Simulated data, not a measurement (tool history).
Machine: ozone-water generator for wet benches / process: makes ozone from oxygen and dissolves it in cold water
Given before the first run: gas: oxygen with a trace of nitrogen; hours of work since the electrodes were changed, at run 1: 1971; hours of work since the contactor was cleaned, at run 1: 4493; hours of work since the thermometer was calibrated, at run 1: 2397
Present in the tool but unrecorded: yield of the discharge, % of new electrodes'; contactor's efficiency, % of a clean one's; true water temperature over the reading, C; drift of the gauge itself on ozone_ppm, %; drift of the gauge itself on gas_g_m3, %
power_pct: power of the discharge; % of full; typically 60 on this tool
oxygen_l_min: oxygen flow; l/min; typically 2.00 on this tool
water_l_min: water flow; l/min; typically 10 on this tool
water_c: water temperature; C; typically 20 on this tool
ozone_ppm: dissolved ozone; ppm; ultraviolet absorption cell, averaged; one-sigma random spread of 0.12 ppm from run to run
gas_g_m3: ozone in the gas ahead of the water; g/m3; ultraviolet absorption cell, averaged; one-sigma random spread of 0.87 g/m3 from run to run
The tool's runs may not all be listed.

| run | hour | power_pct | oxygen_l_min | water_l_min | water_c | hours of work since the electrodes were changed | hours of work since the contactor was cleaned | hours of work since the thermometer was calibrated | ozone_ppm | gas_g_m3 |
|---|---|---|---|---|---|---|---|---|---|---|
| 1 | 0.0 | 60 | 2.00 | 10 | 20 | 1971 | 4493 | 2397 | 10.1 | 140.8 |
| 2 | 82.6 | 60 | 2.00 | 10 | 20 | 2025 | 4547 | 2451 | 10.1 | 141.0 |
| 3 | 167.0 | 60 | 2.00 | 10 | 20 | 2079 | 4602 | 2505 | 9.8 | 141.8 |
| 4 | 297.4 | 60 | 1.04 | 10 | 20 | 2164 | 4686 | 2590 | 8.1 | 182.5 |
| 5 | 388.6 | 60 | 2.00 | 6 | 20 | 2223 | 4745 | 2649 | 15.7 | 140.8 |
| 6 | 489.0 | 60 | 2.00 | 6 | 20 | 2288 | 4810 | 2714 | 15.9 | 142.3 |
| 7 | 553.0 | 60 | 2.00 | 6 | 20 | 2330 | 4852 | 2756 | 16.1 | 142.6 |
| 8 | 677.3 | 44 | 2.00 | 10 | 20 | 2410 | 4932 | 2836 | 8.0 | 111.7 |
| 9 | 792.3 | 60 | 2.00 | 10 | 27 | 2485 | 5007 | 2911 | 9.4 | 142.5 |
| 10 | 874.3 | 60 | 2.00 | 10 | 27 | 2538 | 5060 | 2964 | 9.1 | 141.7 |
| 11 | 980.5 | 60 | 2.00 | 10 | 27 | 2607 | 5129 | 3033 | 9.0 | 141.7 |
| 12 | 1062.4 | 60 | 2.00 | 10 | 27 | 2660 | 5182 | 3086 | 9.0 | 140.2 |
| 13 | 1191.8 | 60 | 2.00 | 10 | 27 | 2744 | 5266 | 3170 | 9.2 | 139.8 |
| 14 | 1282.4 | 60 | 2.00 | 10 | 20 | 2802 | 5325 | 3228 | 10.1 | 141.8 |
| 15 | 1400.1 | 60 | 2.00 | 10 | 20 | 2879 | 5401 | 3305 | 10.0 | 141.2 |
| 16 | 1524.8 | 60 | 2.00 | 10 | 20 | 2960 | 5482 | 3385 | 10.1 | 140.4 |
| 17 | 1634.2 | 60 | 2.00 | 10 | 20 | 3030 | 5553 | 3456 | 9.9 | 141.5 |
| 18 | 1764.9 | 60 | 2.00 | 10 | 20 | 3115 | 5637 | 3541 | 10.1 | 141.9 |
| 19 | 1846.0 | 60 | 2.00 | 10 | 20 | 3168 | 5690 | 3594 | 10.1 | 141.5 |
| 20 | 1950.5 | 43 | 2.41 | 7 | 20 | 3235 | 5758 | 3661 | 10.8 | 100.8 |
| 21 | 2023.0 | 43 | 2.41 | 7 | 20 | 3282 | 5805 | 3708 | 10.7 | 102.2 |
| 22 | 2108.9 | 66 | 1.06 | 10 | 20 | 3338 | 5860 | 3764 | 9.2 | 194.7 |
| 23 | 2185.7 | 66 | 1.06 | 10 | 20 | 3388 | 5910 | 3814 | 9.0 | 192.7 |
|  | 2310.3 | contactor cleaned |
| 24 | 2310.8 | 66 | 1.06 | 10 | 20 | 3466 | 0 | 3892 | 9.0 | 194.2 |

Expected results for the next run?
| 25 | 2416.7 | 66 | 1.06 | 10 | 20 | 3535 | 69 | 3961 | ? | ? |

Run 25 yielded ozone_ppm 9.1 ppm, gas_g_m3 194.1 g/m3.
If the tool had no hidden condition, the same run with the same run-to-run variation would have returned ozone_ppm 9.1 ppm, gas_g_m3 194.3 g/m3.
